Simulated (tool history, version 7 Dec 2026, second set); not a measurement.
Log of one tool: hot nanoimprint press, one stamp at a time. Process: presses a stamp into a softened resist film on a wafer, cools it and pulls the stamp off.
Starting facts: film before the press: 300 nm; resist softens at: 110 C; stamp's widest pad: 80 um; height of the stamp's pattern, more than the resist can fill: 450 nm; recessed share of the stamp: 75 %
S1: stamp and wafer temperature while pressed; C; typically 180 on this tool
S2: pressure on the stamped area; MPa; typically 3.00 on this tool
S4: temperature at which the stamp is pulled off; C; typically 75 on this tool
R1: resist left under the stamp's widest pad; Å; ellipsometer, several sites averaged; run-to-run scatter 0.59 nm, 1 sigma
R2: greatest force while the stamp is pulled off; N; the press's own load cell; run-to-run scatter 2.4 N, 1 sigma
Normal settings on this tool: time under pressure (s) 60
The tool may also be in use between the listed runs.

run 1 day=0.000 | S1=180 S2=3.00 time_under_pressure_(s)=60 S4=75 | R1=1161 R2=134
run 2 day=0.738 | S1=180 S2=3.00 time_under_pressure_(s)=60 S4=75 | R1=1164 R2=139
run 3 day=1.350 | S1=180 S2=3.00 time_under_pressure_(s)=60 S4=75 | R1=1165 R2=137
run 4 day=2.112 | S1=180 S2=3.00 time_under_pressure_(s)=60 S4=75 | R1=1175 R2=139
run 5 day=2.712 | S1=180 S2=3.00 time_under_pressure_(s)=71 S4=75 | R1=1091 R2=143
run 6 day=3.512 | S1=180 S2=3.00 time_under_pressure_(s)=60 S4=75 | R1=1168 R2=145
run 7 day=4.358 | S1=180 S2=2.31 time_under_pressure_(s)=60 S4=75 | R1=1318 R2=153
run 8 day=5.250 | S1=180 S2=2.31 time_under_pressure_(s)=60 S4=79 | R1=1311 R2=143
run 9 day=6.233 | S1=180 S2=2.31 time_under_pressure_(s)=60 S4=79 | R1=1311 R2=145
run 10 day=7.158 | S1=180 S2=2.31 time_under_pressure_(s)=60 S4=79 | R1=1333 R2=158
run 11 day=7.962 | S1=180 S2=2.31 time_under_pressure_(s)=60 S4=79 | R1=1317 R2=150
-- day=8.567 stamp cleaned and given a new release coat
run 12 day=8.750 | S1=180 S2=2.31 time_under_pressure_(s)=60 S4=79 | R1=1328 R2=103
run 13 day=9.425 | S1=180 S2=3.00 time_under_pressure_(s)=60 S4=75 | R1=1187 R2=114
run 14 day=10.088 | S1=180 S2=3.00 time_under_pressure_(s)=60 S4=75 | R1=1191 R2=119
run 15 day=11.112 | S1=180 S2=3.00 time_under_pressure_(s)=60 S4=75 | R1=1183 R2=121
run 16 day=12.079 | S1=180 S2=3.00 time_under_pressure_(s)=60 S4=75 | R1=1192 R2=131
run 17 day=13.025 | S1=180 S2=3.00 time_under_pressure_(s)=63 S4=75 | R1=1168 R2=132
run 18 day=13.800 | S1=180 S2=3.00 time_under_pressure_(s)=63 S4=75 | R1=1178 R2=137
run 19 day=14.288 | S1=180 S2=2.57 time_under_pressure_(s)=60 S4=75 | R1=1276 R2=135
run 20 day=14.821 | S1=191 S2=2.57 time_under_pressure_(s)=60 S4=60 | R1=921 R2=184
run 21 day=15.750 | S1=176 S2=3.29 time_under_pressure_(s)=60 S4=75 | R1=1304 R2=142
run 22 day=16.583 | S1=180 S2=3.97 time_under_pressure_(s)=60 S4=75 | R1=1059 R2=141
run 23 day=17.225 | S1=181 S2=2.29 time_under_pressure_(s)=117 S4=70 | R1=993 R2=163
run 24 day=18.208 | S1=177 S2=2.13 time_under_pressure_(s)=117 S4=70 | R1=1169 R2=172
run 25 day=19.067 | S1=191 S2=2.08 time_under_pressure_(s)=60 S4=75 | R1=1034 R2=159
run 26 day=19.621 | S1=189 S2=2.08 time_under_pressure_(s)=60 S4=72 | R1=1086 R2=172
run 27 day=20.667 | S1=179 S2=4.60 time_under_pressure_(s)=39 S4=75 | R1=1257 R2=168
run 28 day=21.262 | S1=180 S2=4.61 time_under_pressure_(s)=60 S4=78 | R1=1003 R2=158
-- day=22.304 stamp cleaned and given a new release coat
run 29 day=22.329 | S1=180 S2=4.61 time_under_pressure_(s)=60 S4=78 | R1=1012 R2=107
run 30 day=22.879 | S1=180 S2=2.52 time_under_pressure_(s)=60 S4=79 | R1=1321 R2=107
run 31 day=23.746 | S1=180 S2=2.52 time_under_pressure_(s)=84 S4=79 | R1=1149 R2=107

Each row is a separate what-if for the run after 31, all from the same tool condition, not one after another. Results?
run A day=24.717 | S1=173 S2=1.98 time_under_pressure_(s)=60 S4=79 | R1=? R2=?
run B day=24.717 | S1=186 S2=2.52 time_under_pressure_(s)=77 S4=79 | R1=? R2=?
run C day=24.717 | S1=180 S2=3.92 time_under_pressure_(s)=60 S4=75 | R1=? R2=?

run=A R1=1766 R2=111
run=B R1=985 R2=111
run=C R1=1094 R2=120
Stripped of hidden state, with their random variation kept, the same runs would have yielded:
run=A R1=1658 R2=97
run=B R1=916 R2=97
run=C R1=1011 R2=105
